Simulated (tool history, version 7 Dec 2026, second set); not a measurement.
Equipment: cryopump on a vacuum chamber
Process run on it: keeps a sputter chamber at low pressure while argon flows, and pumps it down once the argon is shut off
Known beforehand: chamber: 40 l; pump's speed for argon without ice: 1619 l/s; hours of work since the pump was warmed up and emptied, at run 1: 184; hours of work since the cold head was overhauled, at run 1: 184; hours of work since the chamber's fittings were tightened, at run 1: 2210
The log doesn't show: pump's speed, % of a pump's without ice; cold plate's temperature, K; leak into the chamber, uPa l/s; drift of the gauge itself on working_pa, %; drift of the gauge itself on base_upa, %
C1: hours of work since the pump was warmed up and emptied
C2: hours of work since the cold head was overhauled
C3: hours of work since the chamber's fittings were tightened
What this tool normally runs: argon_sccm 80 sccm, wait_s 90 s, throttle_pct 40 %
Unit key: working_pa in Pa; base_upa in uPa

run 1 hour=0 | argon_sccm=80 wait_s=90 throttle_pct=40 | C1=184 C2=184 C3=2210 | working_pa=0.2171 base_upa=1.13
run 2 hour=13.5 | argon_sccm=80 wait_s=90 throttle_pct=40 | C1=193 C2=193 C3=2219 | working_pa=0.2156 base_upa=1.1
run 3 hour=23.8 | argon_sccm=80 wait_s=90 throttle_pct=51 | C1=200 C2=200 C3=2226 | working_pa=0.1711 base_upa=1.13
run 4 hour=40.1 | argon_sccm=80 wait_s=90 throttle_pct=19 | C1=210 C2=210 C3=2237 | working_pa=0.4458 base_upa=1.11
run 5 hour=53.2 | argon_sccm=80 wait_s=90 throttle_pct=19 | C1=219 C2=219 C3=2245 | working_pa=0.4487 base_upa=1.11
run 6 hour=60.8 | argon_sccm=80 wait_s=90 throttle_pct=40 | C1=224 C2=224 C3=2251 | working_pa=0.2176 base_upa=1.18
run 7 hour=77.8 | argon_sccm=80 wait_s=90 throttle_pct=40 | C1=235 C2=235 C3=2262 | working_pa=0.22 base_upa=1.17
run 8 hour=89.3 | argon_sccm=80 wait_s=90 throttle_pct=16 | C1=243 C2=243 C3=2269 | working_pa=0.5301 base_upa=1.12
run 9 hour=96.3 | argon_sccm=80 wait_s=90 throttle_pct=16 | C1=248 C2=248 C3=2274 | working_pa=0.5271 base_upa=1.09
run 10 hour=106.9 | argon_sccm=47 wait_s=21 throttle_pct=40 | C1=255 C2=255 C3=2281 | working_pa=0.1293 base_upa=3.16
run 11 hour=118.4 | argon_sccm=49 wait_s=123 throttle_pct=40 | C1=262 C2=262 C3=2289 | working_pa=0.1345 base_upa=0.93
run 12 hour=129.5 | argon_sccm=80 wait_s=232 throttle_pct=21 | C1=270 C2=270 C3=2296 | working_pa=0.4078 base_upa=0.72
run 13 hour=141.3 | argon_sccm=80 wait_s=67 throttle_pct=40 | C1=277 C2=277 C3=2304 | working_pa=0.221 base_upa=1.36
run 14 hour=156.5 | argon_sccm=91 wait_s=90 throttle_pct=40 | C1=287 C2=287 C3=2314 | working_pa=0.2507 base_upa=1.15
run 15 hour=173.1 | argon_sccm=80 wait_s=34 throttle_pct=16 | C1=298 C2=298 C3=2325 | working_pa=0.5358 base_upa=2.17
run 16 hour=180.5 | argon_sccm=80 wait_s=23 throttle_pct=58 | C1=303 C2=303 C3=2330 | working_pa=0.1578 base_upa=2.95
run 17 hour=195.6 | argon_sccm=51 wait_s=23 throttle_pct=58 | C1=313 C2=313 C3=2340 | working_pa=0.0997 base_upa=2.95
run 18 hour=206.5 | argon_sccm=66 wait_s=26 throttle_pct=18 | C1=320 C2=320 C3=2347 | working_pa=0.3919 base_upa=2.63

Below are 3 alternative next runs, each starting from the tool's condition after run 18. Predict each:
run A hour=223.3 | argon_sccm=51 wait_s=94 throttle_pct=19 | C1=332 C2=332 C3=2358 | working_pa=? base_upa=?
run B hour=223.3 | argon_sccm=113 wait_s=35 throttle_pct=30 | C1=332 C2=332 C3=2358 | working_pa=? base_upa=?
run C hour=223.3 | argon_sccm=80 wait_s=65 throttle_pct=37 | C1=332 C2=332 C3=2358 | working_pa=? base_upa=?

run=A working_pa=0.2896 base_upa=1.15
run=B working_pa=0.4128 base_upa=2.1
run=C working_pa=0.2383 base_upa=1.39
With the hidden condition removed and each run's random variation left untouched, the same runs would have given:
run=A working_pa=0.2807 base_upa=0.77
run=B working_pa=0.3932 base_upa=1.72
run=C working_pa=0.2245 base_upa=1.01

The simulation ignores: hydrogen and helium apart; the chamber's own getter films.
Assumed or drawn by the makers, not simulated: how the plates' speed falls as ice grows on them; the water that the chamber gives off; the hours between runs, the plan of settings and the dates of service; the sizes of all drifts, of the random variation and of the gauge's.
